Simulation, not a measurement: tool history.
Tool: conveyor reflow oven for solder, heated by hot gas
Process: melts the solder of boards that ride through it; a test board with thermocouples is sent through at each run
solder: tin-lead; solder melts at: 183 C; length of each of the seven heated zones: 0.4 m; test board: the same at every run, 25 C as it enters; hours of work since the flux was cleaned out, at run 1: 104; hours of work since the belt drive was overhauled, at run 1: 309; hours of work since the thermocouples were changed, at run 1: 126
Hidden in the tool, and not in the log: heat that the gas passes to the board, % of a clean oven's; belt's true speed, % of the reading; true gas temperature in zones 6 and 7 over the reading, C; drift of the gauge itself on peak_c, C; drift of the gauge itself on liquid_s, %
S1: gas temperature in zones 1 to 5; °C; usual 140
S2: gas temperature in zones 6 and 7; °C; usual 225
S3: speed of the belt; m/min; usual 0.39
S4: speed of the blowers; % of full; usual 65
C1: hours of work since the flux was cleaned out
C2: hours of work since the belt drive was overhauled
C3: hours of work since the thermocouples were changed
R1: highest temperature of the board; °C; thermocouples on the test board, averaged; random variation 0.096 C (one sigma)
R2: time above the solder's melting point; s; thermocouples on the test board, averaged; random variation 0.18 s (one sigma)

run 1 day=0 | S1=140 S2=225 S3=0.39 S4=65 | C1=104 C2=309 C3=126 | R1=212.66 R2=89.5
run 2 day=0.196 | S1=155 S2=225 S3=0.39 S4=65 | C1=107 C2=312 C3=130 | R1=215.15 R2=102.7
run 3 day=0.562 | S1=140 S2=225 S3=0.39 S4=56 | C1=113 C2=318 C3=136 | R1=211.2 R2=86.6
run 4 day=0.779 | S1=140 S2=225 S3=0.39 S4=56 | C1=117 C2=322 C3=139 | R1=211.41 R2=86.4
run 5 day=1.112 | S1=140 S2=225 S3=0.328 S4=56 | C1=122 C2=328 C3=145 | R1=215.83 R2=112.7
run 6 day=1.462 | S1=140 S2=225 S3=0.328 S4=56 | C1=128 C2=333 C3=151 | R1=215.64 R2=112.8
run 7 day=1.738 | S1=140 S2=225 S3=0.328 S4=56 | C1=133 C2=338 C3=155 | R1=215.55 R2=113.1
-- day=1.938 belt drive overhauled, speed set with a stopwatch
run 8 day=2.279 | S1=140 S2=225 S3=0.328 S4=56 | C1=139 C2=6 C3=162 | R1=215.72 R2=113.2
run 9 day=2.654 | S1=133 S2=225 S3=0.364 S4=56 | C1=145 C2=12 C3=168 | R1=212.23 R2=90.7
run 10 day=2.821 | S1=140 S2=224 S3=0.39 S4=65 | C1=148 C2=15 C3=171 | R1=211.61 R2=88.4
run 11 day=3.079 | S1=132 S2=214 S3=0.313 S4=85 | C1=152 C2=19 C3=175 | R1=208.18 R2=105.7
run 12 day=3.329 | S1=140 S2=225 S3=0.39 S4=60 | C1=157 C2=23 C3=179 | R1=211.77 R2=87.4
run 13 day=3.692 | S1=126 S2=233 S3=0.43 S4=68 | C1=163 C2=29 C3=185 | R1=214.49 R2=75.5
-- day=3.875 belt drive overhauled, speed set with a stopwatch, once more
run 14 day=4.092 | S1=140 S2=225 S3=0.368 S4=83 | C1=167 C2=4 C3=189 | R1=215.78 R2=100
run 15 day=4.421 | S1=140 S2=225 S3=0.368 S4=50 | C1=172 C2=9 C3=195 | R1=211.38 R2=91.4
run 16 day=4.612 | S1=136 S2=230 S3=0.368 S4=50 | C1=175 C2=12 C3=198 | R1=215.07 R2=94.6

5 ways to go on from here, each from the tool as it stands after run 16. What would each give?
run A day=4.862 | S1=140 S2=219 S3=0.39 S4=65 | C1=179 C2=16 C3=202 | R1=? R2=?
run B day=4.862 | S1=143 S2=230 S3=0.34 S4=78 | C1=179 C2=16 C3=202 | R1=? R2=?
run C day=4.862 | S1=140 S2=225 S3=0.443 S4=65 | C1=179 C2=16 C3=202 | R1=? R2=?
run D day=4.862 | S1=139 S2=236 S3=0.315 S4=65 | C1=179 C2=16 C3=202 | R1=? R2=?
run E day=4.862 | S1=140 S2=225 S3=0.39 S4=89 | C1=179 C2=16 C3=202 | R1=? R2=?

run=A R1=206.6 R2=79.5
run=B R1=221.94 R2=118.4
run=C R1=208.4 R2=70.3
run=D R1=227.47 R2=131.4
run=E R1=215 R2=92.5
Without the tool's hidden state the same runs would have given:
run=A R1=207.34 R2=81.6
run=B R1=222.5 R2=119.5
run=C R1=209.47 R2=72.6
run=D R1=227.95 R2=132.2
run=E R1=215.86 R2=94.4
